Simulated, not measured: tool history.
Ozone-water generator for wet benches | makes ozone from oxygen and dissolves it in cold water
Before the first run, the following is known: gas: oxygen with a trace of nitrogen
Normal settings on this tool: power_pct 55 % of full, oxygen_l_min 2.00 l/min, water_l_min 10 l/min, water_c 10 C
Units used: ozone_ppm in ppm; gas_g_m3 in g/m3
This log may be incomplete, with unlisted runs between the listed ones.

run,hour,power_pct,oxygen_l_min,water_l_min,water_c,ozone_ppm,gas_g_m3
1,0.0,55,2.00,10,10,15.4,142.7
2,82.2,55,2.00,10,10,15.3,140.7
3,156.3,55,2.00,10,10,15.4,141.5
4,261.0,55,1.70,10,10,14.8,153.0
5,386.2,55,2.00,10,10,15.2,140.0
6,456.6,55,2.00,10,10,15.1,141.1
7,532.9,55,2.00,10,10,15.1,139.5
8,618.2,56,2.00,10,10,15.1,143.1
9,720.5,56,2.00,10,10,15.4,143.4
# hour 727.4: water thermometer calibrated
10,835.0,56,2.00,10,10,15.1,140.7
11,959.2,56,2.00,10,10,14.8,139.9
12,1061.0,55,2.00,10,7,15.5,138.7
# hour 1107.4: water thermometer calibrated, once more
13,1150.7,55,2.56,10,10,15.5,122.7
14,1207.0,55,2.56,10,10,15.4,122.8
15,1312.1,55,2.56,10,10,15.4,122.2
16,1397.1,55,2.56,10,10,15.3,120.4
17,1477.0,55,2.56,10,10,15.3,122.7
18,1577.2,55,2.56,10,10,15.5,123.6
19,1669.0,54,1.11,6,12,19.7,179.8
20,1783.5,57,1.14,8,10,16.2,186.1
21,1861.2,88,1.17,10,10,18.0,248.2
22,1972.9,88,1.17,10,10,17.8,250.6
23,2099.2,47,2.55,10,10,13.5,109.0
24,2153.5,55,2.39,6,7,22.5,124.3
25,2213.1,78,3.50,12,6,17.9,130.8
26,2335.3,55,1.30,10,10,13.2,168.9
27,2390.3,55,1.94,10,10,14.3,139.1
28,2490.2,55,2.00,10,8,14.7,135.0
29,2544.0,55,2.00,8,6,18.0,136.4
30,2639.6,55,2.00,8,6,18.3,134.6

Estimate the outcome of run 31 from the log above:
31,2764.1,77,2.00,10,11,?,?

{"run 31": {"ozone_ppm": 18.3, "gas_g_m3": 170.5}}
If the tool had no hidden condition, the same run with the same run-to-run variation would have returned ozone_ppm 22.3 ppm, gas_g_m3 195.0 g/m3.
